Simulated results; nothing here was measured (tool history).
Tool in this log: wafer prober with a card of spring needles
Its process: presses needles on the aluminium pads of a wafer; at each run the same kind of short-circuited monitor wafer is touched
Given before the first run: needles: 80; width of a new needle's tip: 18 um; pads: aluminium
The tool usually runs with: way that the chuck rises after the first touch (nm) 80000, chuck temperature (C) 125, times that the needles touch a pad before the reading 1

run	day	way that the chuck rises after the first touch (nm)	chuck temperature (C)	times that the needles touch a pad before the reading	resistance of one needle with its contact and lead (mohm)	way that a needle slides on the pad (nm)
1	0	80000	125	1	157	21200
2	0.308	80000	125	1	194	21080
# day 0.4: tips cleaned on abrasive film
3	0.783	80000	125	1	198	21250
# day 0.829: tips cleaned on abrasive film
4	1.088	77000	125	1	193	20300
# day 1.242: tips cleaned on abrasive film
5	1.604	77000	125	1	199	19990
# day 1.65: tips cleaned on abrasive film
6	2	77000	125	1	196	20150
# day 2.062: tips cleaned on abrasive film
# day 2.146: height of the first contact set anew
# day 2.475: tips cleaned on abrasive film
7	2.542	80000	38	1	160	22130
# day 2.888: tips cleaned on abrasive film
8	2.938	80000	38	1	154	21860
9	3.158	76000	81	1	188	20780
# day 3.312: tips cleaned on abrasive film
10	3.379	76000	87	1	163	21130
# day 3.721: tips cleaned on abrasive film
11	3.746	81000	125	2	157	22610
12	3.975	65000	62	2	176	17980
# day 4.138: tips cleaned on abrasive film
13	4.433	80000	48	2	171	21830
# day 4.55: tips cleaned on abrasive film
14	4.871	80000	48	2	169	22000
# day 4.954: tips cleaned on abrasive film
15	5.217	69000	30	2	172	18860

Predict the results of run 16:
# day 5.367: tips cleaned on abrasive film
16	5.654	92000	125	1	?	?

resistance of one needle with its contact and lead (mohm): 182
way that a needle slides on the pad (nm): 25460
Minus the tool's unlogged condition, the same run would have read resistance of one needle with its contact and lead (mohm) 152, way that a needle slides on the pad (nm) 25700.
